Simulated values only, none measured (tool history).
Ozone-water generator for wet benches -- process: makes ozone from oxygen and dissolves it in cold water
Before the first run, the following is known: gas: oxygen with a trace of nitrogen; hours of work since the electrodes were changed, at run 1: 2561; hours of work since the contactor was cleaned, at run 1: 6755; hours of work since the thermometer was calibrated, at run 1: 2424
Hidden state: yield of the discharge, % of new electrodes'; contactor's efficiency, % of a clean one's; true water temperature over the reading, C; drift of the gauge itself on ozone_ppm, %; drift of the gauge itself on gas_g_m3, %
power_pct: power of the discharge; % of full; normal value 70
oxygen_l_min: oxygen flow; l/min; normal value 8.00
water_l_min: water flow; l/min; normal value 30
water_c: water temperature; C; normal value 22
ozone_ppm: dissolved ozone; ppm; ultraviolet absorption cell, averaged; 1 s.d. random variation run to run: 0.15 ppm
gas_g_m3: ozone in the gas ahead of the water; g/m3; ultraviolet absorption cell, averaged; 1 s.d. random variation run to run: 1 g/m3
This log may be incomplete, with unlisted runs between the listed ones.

run	hour	power_pct	oxygen_l_min	water_l_min	water_c	hours of work since the electrodes were changed	hours of work since the contactor was cleaned	hours of work since the thermometer was calibrated	ozone_ppm	gas_g_m3
1	0.0	70	8.00	30	22	2561	6755	2424	19.1	172.0
2	77.8	70	8.00	30	25	2628	6822	2491	18.3	171.6
3	156.2	70	8.00	30	25	2696	6890	2559	18.1	172.7
4	225.6	70	8.00	35	22	2756	6950	2618	17.2	172.8
# hour 253.4: water thermometer calibrated
5	266.5	70	8.00	35	22	2791	6984	11	17.1	170.7
6	329.3	70	8.00	31	22	2845	7039	66	18.6	169.8
7	366.9	70	10.92	30	22	2877	7071	98	18.0	137.8
8	433.9	70	10.92	30	22	2935	7129	156	17.7	137.7
9	502.5	70	8.00	30	22	2994	7188	215	19.0	171.0
10	583.5	70	8.00	30	22	3064	7258	285	19.0	170.8
11	660.3	79	8.00	30	22	3130	7324	351	20.6	184.1
12	745.9	70	8.00	24	22	3204	7398	425	21.8	169.6
13	796.2	70	8.00	30	22	3247	7441	468	19.2	170.1
14	860.1	70	5.28	30	22	3303	7496	523	20.2	229.2
15	898.9	70	8.00	30	22	3336	7530	557	19.0	170.0
16	984.0	70	8.00	29	22	3409	7603	630	19.7	170.9
17	1038.4	70	8.00	29	22	3456	7650	677	19.5	168.8
18	1126.2	70	8.00	46	22	3532	7726	753	14.0	170.0
19	1181.1	44	11.23	30	22	3579	7773	800	13.4	101.5
20	1227.7	70	10.54	30	19	3620	7814	840	18.9	137.6
21	1315.3	55	8.00	26	22	3695	7889	916	18.4	145.4
22	1383.4	70	8.00	47	26	3754	7948	975	12.8	169.4
23	1426.1	70	8.00	47	26	3791	7985	1012	13.0	170.1
24	1495.3	70	8.00	47	26	3850	8044	1071	12.9	168.2
25	1578.2	70	8.00	47	26	3922	8116	1143	13.0	167.9
26	1618.0	41	8.00	30	22	3956	8150	1177	14.1	123.3
27	1671.1	59	7.13	27	20	4002	8196	1223	19.7	163.4
28	1746.6	59	11.14	31	20	4067	8261	1288	16.2	120.7
29	1803.7	59	11.14	33	24	4117	8310	1337	14.5	120.1
# hour 1827.0: gauge calibrated
30	1842.7	59	6.32	24	15	4150	8344	1371	23.5	182.8
31	1890.9	70	8.48	46	22	4192	8386	1413	13.8	166.4
32	1974.9	70	4.70	46	16	4264	8458	1485	14.6	252.0

For run 33, what comes out?
33	2020.1	70	4.70	39	21	4303	8497	1524	?	?

ozone_ppm: 16.4 ppm
gas_g_m3: 248.6 g/m3
Take away the tool's hidden state, keep the run-to-run variation as it was, and the same run would have given ozone_ppm 16.5 ppm, gas_g_m3 249.6 g/m3.
